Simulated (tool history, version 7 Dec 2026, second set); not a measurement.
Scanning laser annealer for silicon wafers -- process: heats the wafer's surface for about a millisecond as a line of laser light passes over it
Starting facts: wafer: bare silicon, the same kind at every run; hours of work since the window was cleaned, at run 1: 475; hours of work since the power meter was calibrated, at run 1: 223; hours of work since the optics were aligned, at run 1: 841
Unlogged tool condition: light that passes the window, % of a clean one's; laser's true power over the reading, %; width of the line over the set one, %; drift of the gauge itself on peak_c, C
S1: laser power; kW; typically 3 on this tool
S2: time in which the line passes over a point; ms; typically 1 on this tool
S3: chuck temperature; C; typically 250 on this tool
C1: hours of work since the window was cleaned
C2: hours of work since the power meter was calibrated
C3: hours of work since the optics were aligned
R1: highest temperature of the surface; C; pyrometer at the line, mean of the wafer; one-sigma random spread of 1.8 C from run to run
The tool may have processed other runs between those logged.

run  hour     S1    S2   S3   C1   C2   C3    R1
  1     0      3     1  250  475  223  841  1038
  2   6.2      3     1  250  480  228  846  1041
  3  14.7  3.297     1  250  486  234  852  1129
  4  24.3  3.297     1  250  493  240  858  1131
  5  31.6      3     1  250  498  246  864  1035
  6  39.7  2.898     1  217  503  251  869   973
  7    49  2.898     1  217  510  258  876   968
  8    55  2.892  1.07  268  514  262  880  1048
  9  60.6  2.958   1.2  216  518  266  884  1071
 10  65.6      3  0.77  285  522  270  888   964

The logged runs with the hidden state left out (each run's random variation unchanged):
run    R1
  1  1082
  2  1085
  3  1179
  4  1181
  5  1080
  6  1017
  7  1012
  8  1094
  9  1122
 10  1005

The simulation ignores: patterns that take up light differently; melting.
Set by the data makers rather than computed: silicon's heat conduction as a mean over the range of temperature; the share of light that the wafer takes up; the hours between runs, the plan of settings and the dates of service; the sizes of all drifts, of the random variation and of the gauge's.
